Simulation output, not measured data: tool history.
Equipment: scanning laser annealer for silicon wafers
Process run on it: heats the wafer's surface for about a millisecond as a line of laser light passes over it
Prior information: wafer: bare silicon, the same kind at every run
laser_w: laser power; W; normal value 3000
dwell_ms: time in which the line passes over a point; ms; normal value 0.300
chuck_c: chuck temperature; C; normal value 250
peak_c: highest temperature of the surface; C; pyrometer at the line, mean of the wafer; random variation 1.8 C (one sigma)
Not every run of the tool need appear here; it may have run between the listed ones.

run   hour  laser_w  dwell_ms  chuck_c  peak_c
  1    0.0     3000     0.300      250     945
  2    4.1     3000     0.300      250     942
  3   12.5     3000     0.300      250     947
  4   18.5     3000     0.300      250     943
  5   23.9     3000     0.300      250     940
  6   33.2     3000     0.300      250     943
  7   39.1     3000     0.300      250     942
  8   47.6     3000     0.306      250     949
  9   56.0     3000     0.300      239     934
 10   63.2     3000     0.244      239     853
 11   70.7     3000     0.300      232     924
 12   76.8     3000     0.300      232     925
 13   85.8     3000     0.255      250     879
 14   89.6     3000     0.255      250     878
 15   93.6     3160     0.300      250     974
 16   99.6     3160     0.300      250     979
 17  104.4     3000     0.300      250     941
 18  109.9     3000     0.300      263     952
 19  117.7     3000     0.300      275     966
     123.1  -- optics aligned, line set to its width
 20  129.0     3000     0.300      275     966
 21  133.8     3000     0.300      275     966
     141.9  -- optics aligned, line set to its width, once more
 22  142.7     3000     0.300      275     967
 23  150.3     3000     0.305      215     914
 24  155.8     3000     0.305      215     912
 25  161.2     2700     0.352      261     944
 26  170.3     3000     0.277      250     908
 27  177.1     3000     0.277      250     909
 28  185.9     3277     0.338      229    1032
 29  192.0     3264     0.213      229     847
 30  198.2     2866     0.300      216     878
 31  203.0     2866     0.300      216     877
 32  206.7     3000     0.300      237     927
 33  214.7     3000     0.300      237     927
 34  219.1     2909     0.228      285     860
 35  228.3     2909     0.228      285     859
 36  232.2     2865     0.300      283     939
 37  237.6     2865     0.300      283     944
 38  243.3     3191     0.308      250     990
 39  251.6     2877     0.302      228     891
 40  257.8     2877     0.302      228     892
 41  266.8     2877     0.216      263     813

Forecast each of these 4 alternatives for the next run:
  A  271.4     3097     0.216      263       ?
  B  271.4     3000     0.296      250       ?
  C  271.4     3131     0.372      247       ?
  D  271.4     2877     0.216      216       ?

run  peak_c
  A     854
  B     932
  C    1062
  D     765
What these runs would have given with no unlogged condition in the tool:
run  peak_c
  A     877
  B     959
  C    1093
  D     786
